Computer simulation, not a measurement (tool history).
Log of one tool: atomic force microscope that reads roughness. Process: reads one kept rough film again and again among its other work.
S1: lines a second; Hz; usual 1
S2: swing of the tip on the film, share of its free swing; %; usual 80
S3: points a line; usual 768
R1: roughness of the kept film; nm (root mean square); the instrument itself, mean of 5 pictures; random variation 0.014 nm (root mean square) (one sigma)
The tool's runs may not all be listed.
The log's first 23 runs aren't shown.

run,hour,S1,S2,S3,R1
24,155.3,2,69,412,2.067
25,164.3,3.47,86,768,1.517
26,171,3.47,86,768,1.488
# hour 174.3: new tip fitted
27,175.5,1,80,436,3.172
28,181,1,80,436,3.015
29,187.8,1,80,436,2.884
30,195.1,3.33,61,768,2.748
31,200.5,1,75,655,2.7
32,207,1,75,655,2.588

3 ways to go on from here, each from the tool as it stands after run 32. What would each give?
A,213.3,1,82,655,?
B,213.3,1,64,453,?
C,213.3,0.5,80,768,?

run,R1
A,2.412
B,2.56
C,2.568
Without the tool's hidden state the same runs would have given:
run,R1
A,3.234
B,3.432
C,3.442
